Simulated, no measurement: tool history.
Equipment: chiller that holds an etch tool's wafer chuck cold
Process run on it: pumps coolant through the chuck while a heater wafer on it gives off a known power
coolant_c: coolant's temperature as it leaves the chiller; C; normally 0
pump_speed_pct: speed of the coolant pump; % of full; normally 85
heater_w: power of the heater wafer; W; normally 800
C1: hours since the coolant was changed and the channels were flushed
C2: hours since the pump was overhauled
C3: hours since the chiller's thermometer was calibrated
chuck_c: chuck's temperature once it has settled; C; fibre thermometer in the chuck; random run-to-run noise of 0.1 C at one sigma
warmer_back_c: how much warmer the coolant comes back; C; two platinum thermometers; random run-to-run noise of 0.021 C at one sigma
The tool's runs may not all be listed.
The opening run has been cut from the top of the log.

Run 2, hour 95.1: usual settings; C1 3385; C2 1187; C3 910. Result: chuck_c 5.7 C, warmer_back_c 1.66 C.
Run 3, hour 168.9: usual settings; C1 3459; C2 1261; C3 984. Result: chuck_c 5.5 C, warmer_back_c 1.68 C.
Run 4, hour 229.8: usual settings; C1 3520; C2 1322; C3 1045. Result: chuck_c 5.7 C, warmer_back_c 1.67 C.
Run 5, hour 302.5: usual settings; C1 3592; C2 1395; C3 1117. Result: chuck_c 5.6 C, warmer_back_c 1.69 C.
Run 6, hour 346.2: usual settings but pump_speed_pct 75 % of full; C1 3636; C2 1438; C3 1161. Result: chuck_c 6.4 C, warmer_back_c 1.9 C.
Run 7, hour 418.7: usual settings but pump_speed_pct 75 % of full; C1 3708; C2 1511; C3 1233. Result: chuck_c 6.5 C, warmer_back_c 1.89 C.
Run 8, hour 475.9: usual settings; C1 3766; C2 1568; C3 1291. Result: chuck_c 5.8 C, warmer_back_c 1.68 C.
Run 9, hour 527.7: usual settings but coolant_c 8 C; C1 3817; C2 1620; C3 1342. Result: chuck_c 13.6 C, warmer_back_c 1.67 C.
Run 10, hour 584.9: usual settings but coolant_c 8 C; C1 3875; C2 1677; C3 1400. Result: chuck_c 13.8 C, warmer_back_c 1.64 C.
Run 11, hour 671.9: usual settings but coolant_c 8 C; C1 3962; C2 1764; C3 1487. Result: chuck_c 13.8 C, warmer_back_c 1.69 C.
Run 12, hour 754.1: usual settings but coolant_c 8 C; C1 4044; C2 1846; C3 1569. Result: chuck_c 13.7 C, warmer_back_c 1.64 C.
Run 13, hour 828.4: usual settings but coolant_c 8 C, pump_speed_pct 89 % of full; C1 4118; C2 1921; C3 1643. Result: chuck_c 13.3 C, warmer_back_c 1.54 C.
Run 14, hour 921.1: usual settings but heater_w 469 W; C1 4211; C2 2013; C3 1736. Result: chuck_c 3.3 C, warmer_back_c 0.99 C.
Run 15, hour 1002.1: usual settings but heater_w 469 W; C1 4292; C2 2094; C3 1817. Result: chuck_c 3.5 C, warmer_back_c 1.01 C.
Run 16, hour 1083.1: usual settings but coolant_c -3 C; C1 4373; C2 2175; C3 1898. Result: chuck_c 2.6 C, warmer_back_c 1.68 C.
Run 17, hour 1166.8: usual settings but coolant_c -8 C, pump_speed_pct 80 % of full, heater_w 551 W; C1 4457; C2 2259; C3 1982. Result: chuck_c -4 C, warmer_back_c 1.22 C.

What will run 18 give?
Run 18, hour 1224.2: usual settings but coolant_c 9 C, pump_speed_pct 68 % of full, heater_w 679 W; C1 4514; C2 2317; C3 2039. Result: chuck_c ?, warmer_back_c ?.

{"run 18": {"chuck_c": 15, "warmer_back_c": 1.8}}
Had the tool carried no hidden state, the very same run would have given chuck_c 15 C, warmer_back_c 1.8 C.
